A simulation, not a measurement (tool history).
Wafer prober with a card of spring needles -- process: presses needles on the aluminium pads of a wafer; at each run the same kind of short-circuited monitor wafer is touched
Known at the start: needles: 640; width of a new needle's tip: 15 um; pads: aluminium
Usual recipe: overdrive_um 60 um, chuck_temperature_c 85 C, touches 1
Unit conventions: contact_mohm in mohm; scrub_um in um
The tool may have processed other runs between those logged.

{"run": 1, "hour": 0.0, "overdrive_um": 60, "chuck_temperature_c": 85, "touches": 1, "contact_mohm": 295, "scrub_um": 15.73}
{"hour": 2.8, "done": "tips cleaned on abrasive film"}
{"run": 2, "hour": 16.1, "overdrive_um": 60, "chuck_temperature_c": 85, "touches": 1, "contact_mohm": 294, "scrub_um": 15.67}
{"hour": 24.0, "done": "tips cleaned on abrasive film"}
{"run": 3, "hour": 27.1, "overdrive_um": 60, "chuck_temperature_c": 85, "touches": 1, "contact_mohm": 252, "scrub_um": 15.61}
{"run": 4, "hour": 38.3, "overdrive_um": 60, "chuck_temperature_c": 85, "touches": 1, "contact_mohm": 291, "scrub_um": 15.67}
{"hour": 46.0, "done": "tips cleaned on abrasive film"}
{"run": 5, "hour": 52.9, "overdrive_um": 60, "chuck_temperature_c": 85, "touches": 1, "contact_mohm": 277, "scrub_um": 15.63}
{"hour": 67.0, "done": "tips cleaned on abrasive film"}
{"run": 6, "hour": 73.5, "overdrive_um": 60, "chuck_temperature_c": 58, "touches": 1, "contact_mohm": 271, "scrub_um": 15.58}
{"hour": 88.2, "done": "tips cleaned on abrasive film"}
{"run": 7, "hour": 95.5, "overdrive_um": 60, "chuck_temperature_c": 99, "touches": 1, "contact_mohm": 284, "scrub_um": 15.64}
{"hour": 108.5, "done": "tips cleaned on abrasive film"}
{"run": 8, "hour": 108.7, "overdrive_um": 60, "chuck_temperature_c": 99, "touches": 1, "contact_mohm": 236, "scrub_um": 15.64}
{"run": 9, "hour": 128.0, "overdrive_um": 60, "chuck_temperature_c": 99, "touches": 1, "contact_mohm": 305, "scrub_um": 15.65}
{"hour": 129.9, "done": "tips cleaned on abrasive film"}
{"hour": 136.3, "done": "height of the first contact set anew"}
{"run": 10, "hour": 138.7, "overdrive_um": 76, "chuck_temperature_c": 85, "touches": 1, "contact_mohm": 254, "scrub_um": 19.92}
{"run": 11, "hour": 149.9, "overdrive_um": 76, "chuck_temperature_c": 85, "touches": 1, "contact_mohm": 270, "scrub_um": 19.98}
{"hour": 151.8, "done": "tips cleaned on abrasive film"}
{"run": 12, "hour": 169.3, "overdrive_um": 76, "chuck_temperature_c": 85, "touches": 1, "contact_mohm": 268, "scrub_um": 20.01}
{"hour": 172.0, "done": "tips cleaned on abrasive film"}
{"run": 13, "hour": 185.6, "overdrive_um": 60, "chuck_temperature_c": 40, "touches": 1, "contact_mohm": 284, "scrub_um": 15.79}
{"hour": 192.0, "done": "tips cleaned on abrasive film"}
{"run": 14, "hour": 202.6, "overdrive_um": 60, "chuck_temperature_c": 40, "touches": 1, "contact_mohm": 285, "scrub_um": 15.74}
{"hour": 212.7, "done": "tips cleaned on abrasive film"}
{"run": 15, "hour": 219.2, "overdrive_um": 60, "chuck_temperature_c": 40, "touches": 1, "contact_mohm": 267, "scrub_um": 15.65}
{"hour": 233.0, "done": "tips cleaned on abrasive film"}
{"run": 16, "hour": 234.4, "overdrive_um": 60, "chuck_temperature_c": 43, "touches": 1, "contact_mohm": 227, "scrub_um": 15.76}
{"run": 17, "hour": 244.9, "overdrive_um": 60, "chuck_temperature_c": 85, "touches": 1, "contact_mohm": 293, "scrub_um": 15.71}
{"hour": 254.5, "done": "tips cleaned on abrasive film"}
{"run": 18, "hour": 258.3, "overdrive_um": 67, "chuck_temperature_c": 85, "touches": 2, "contact_mohm": 234, "scrub_um": 17.48}
{"hour": 275.4, "done": "tips cleaned on abrasive film"}
{"run": 19, "hour": 281.7, "overdrive_um": 67, "chuck_temperature_c": 85, "touches": 2, "contact_mohm": 245, "scrub_um": 17.44}
{"run": 20, "hour": 294.5, "overdrive_um": 54, "chuck_temperature_c": 47, "touches": 3, "contact_mohm": 251, "scrub_um": 14.09}
{"hour": 296.1, "done": "tips cleaned on abrasive film"}
{"run": 21, "hour": 315.9, "overdrive_um": 55, "chuck_temperature_c": 47, "touches": 3, "contact_mohm": 247, "scrub_um": 14.36}
{"hour": 317.0, "done": "tips cleaned on abrasive film"}
{"run": 22, "hour": 329.9, "overdrive_um": 55, "chuck_temperature_c": 47, "touches": 3, "contact_mohm": 244, "scrub_um": 14.38}
{"hour": 338.2, "done": "tips cleaned on abrasive film"}
{"run": 23, "hour": 351.0, "overdrive_um": 58, "chuck_temperature_c": 85, "touches": 1, "contact_mohm": 299, "scrub_um": 15.11}
{"hour": 359.3, "done": "tips cleaned on abrasive film"}
{"run": 24, "hour": 366.3, "overdrive_um": 64, "chuck_temperature_c": 79, "touches": 3, "contact_mohm": 237, "scrub_um": 16.65}
{"hour": 379.7, "done": "tips cleaned on abrasive film"}
{"run": 25, "hour": 384.4, "overdrive_um": 52, "chuck_temperature_c": 42, "touches": 2, "contact_mohm": 254, "scrub_um": 13.49}
{"run": 26, "hour": 395.9, "overdrive_um": 60, "chuck_temperature_c": 85, "touches": 2, "contact_mohm": 267, "scrub_um": 15.57}
{"hour": 401.1, "done": "tips cleaned on abrasive film"}
{"run": 27, "hour": 413.0, "overdrive_um": 60, "chuck_temperature_c": 85, "touches": 2, "contact_mohm": 271, "scrub_um": 15.57}
{"hour": 420.0, "done": "height of the first contact set anew"}
{"hour": 422.1, "done": "tips cleaned on abrasive film"}
{"run": 28, "hour": 424.6, "overdrive_um": 60, "chuck_temperature_c": 43, "touches": 2, "contact_mohm": 232, "scrub_um": 15.72}
{"hour": 442.5, "done": "tips cleaned on abrasive film"}
{"run": 29, "hour": 442.5, "overdrive_um": 71, "chuck_temperature_c": 76, "touches": 2, "contact_mohm": 214, "scrub_um": 18.62}

What does the tool deliver on the next run?
{"run": 30, "hour": 456.5, "overdrive_um": 54, "chuck_temperature_c": 85, "touches": 1, "contact_mohm": "?", "scrub_um": "?"}

Run 30 yielded contact_mohm 315 mohm, scrub_um 14.2 um.
Minus the tool's unlogged condition, the same run would have read contact_mohm 220 mohm, scrub_um 14.23 um.

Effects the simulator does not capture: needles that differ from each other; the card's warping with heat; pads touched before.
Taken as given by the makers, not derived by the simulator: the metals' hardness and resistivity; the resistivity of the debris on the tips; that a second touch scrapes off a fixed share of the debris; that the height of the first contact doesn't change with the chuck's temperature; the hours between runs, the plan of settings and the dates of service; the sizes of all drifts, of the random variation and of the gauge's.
